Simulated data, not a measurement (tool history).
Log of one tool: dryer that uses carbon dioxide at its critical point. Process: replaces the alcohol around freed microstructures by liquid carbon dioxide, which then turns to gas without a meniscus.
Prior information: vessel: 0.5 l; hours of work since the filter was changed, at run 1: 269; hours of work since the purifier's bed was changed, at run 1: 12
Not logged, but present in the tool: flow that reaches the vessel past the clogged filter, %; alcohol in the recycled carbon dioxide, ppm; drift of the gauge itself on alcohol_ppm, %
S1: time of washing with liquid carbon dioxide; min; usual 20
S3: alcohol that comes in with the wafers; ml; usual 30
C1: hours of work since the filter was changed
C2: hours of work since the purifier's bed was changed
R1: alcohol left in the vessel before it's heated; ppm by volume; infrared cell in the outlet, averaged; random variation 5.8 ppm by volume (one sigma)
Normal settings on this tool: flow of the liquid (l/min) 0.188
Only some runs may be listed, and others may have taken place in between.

{"run": 1, "hour": 0.0, "S1": 20, "flow of the liquid (l/min)": 0.188, "S3": 30, "C1": 269, "C2": 12, "R1": 265}
{"run": 2, "hour": 18.9, "S1": 20, "flow of the liquid (l/min)": 0.188, "S3": 30, "C1": 283, "C2": 26, "R1": 275}
{"run": 3, "hour": 32.5, "S1": 20, "flow of the liquid (l/min)": 0.188, "S3": 30, "C1": 293, "C2": 36, "R1": 274}
{"run": 4, "hour": 52.8, "S1": 20, "flow of the liquid (l/min)": 0.188, "S3": 30, "C1": 309, "C2": 51, "R1": 296}
{"run": 5, "hour": 62.5, "S1": 20, "flow of the liquid (l/min)": 0.188, "S3": 30, "C1": 316, "C2": 58, "R1": 281}
{"run": 6, "hour": 72.8, "S1": 20, "flow of the liquid (l/min)": 0.188, "S3": 30, "C1": 324, "C2": 66, "R1": 288}
{"run": 7, "hour": 89.0, "S1": 20, "flow of the liquid (l/min)": 0.188, "S3": 30, "C1": 336, "C2": 78, "R1": 303}
{"run": 8, "hour": 110.3, "S1": 20, "flow of the liquid (l/min)": 0.224, "S3": 47, "C1": 352, "C2": 94, "R1": 180}
{"run": 9, "hour": 125.7, "S1": 19, "flow of the liquid (l/min)": 0.14, "S3": 47, "C1": 363, "C2": 106, "R1": 2063}
{"run": 10, "hour": 140.6, "S1": 19, "flow of the liquid (l/min)": 0.14, "S3": 47, "C1": 375, "C2": 117, "R1": 2110}
{"run": 11, "hour": 157.1, "S1": 15, "flow of the liquid (l/min)": 0.19, "S3": 59, "C1": 387, "C2": 129, "R1": 2115}
{"run": 12, "hour": 175.9, "S1": 15, "flow of the liquid (l/min)": 0.19, "S3": 59, "C1": 401, "C2": 144, "R1": 2147}
{"run": 13, "hour": 188.0, "S1": 15, "flow of the liquid (l/min)": 0.19, "S3": 59, "C1": 410, "C2": 153, "R1": 2174}
{"hour": 203.0, "done": "inlet filter changed"}
{"run": 14, "hour": 204.2, "S1": 24, "flow of the liquid (l/min)": 0.137, "S3": 71, "C1": 1, "C2": 164, "R1": 942}

4 options for the next run, each taken on its own from the tool as it stands now. Forecast them:
{"run": "A", "hour": 217.3, "S1": 20, "flow of the liquid (l/min)": 0.188, "S3": 44, "C1": 11, "C2": 174, "R1": "?"}
{"run": "B", "hour": 217.3, "S1": 24, "flow of the liquid (l/min)": 0.137, "S3": 61, "C1": 11, "C2": 174, "R1": "?"}
{"run": "C", "hour": 217.3, "S1": 20, "flow of the liquid (l/min)": 0.314, "S3": 30, "C1": 11, "C2": 174, "R1": "?"}
{"run": "D", "hour": 217.3, "S1": 20, "flow of the liquid (l/min)": 0.219, "S3": 63, "C1": 11, "C2": 174, "R1": "?"}

run=A R1=340
run=B R1=832
run=C R1=56
run=D R1=217
Had the tool no hidden state, the same runs would have come out as:
run=A R1=292
run=B R1=777
run=C R1=12
run=D R1=170

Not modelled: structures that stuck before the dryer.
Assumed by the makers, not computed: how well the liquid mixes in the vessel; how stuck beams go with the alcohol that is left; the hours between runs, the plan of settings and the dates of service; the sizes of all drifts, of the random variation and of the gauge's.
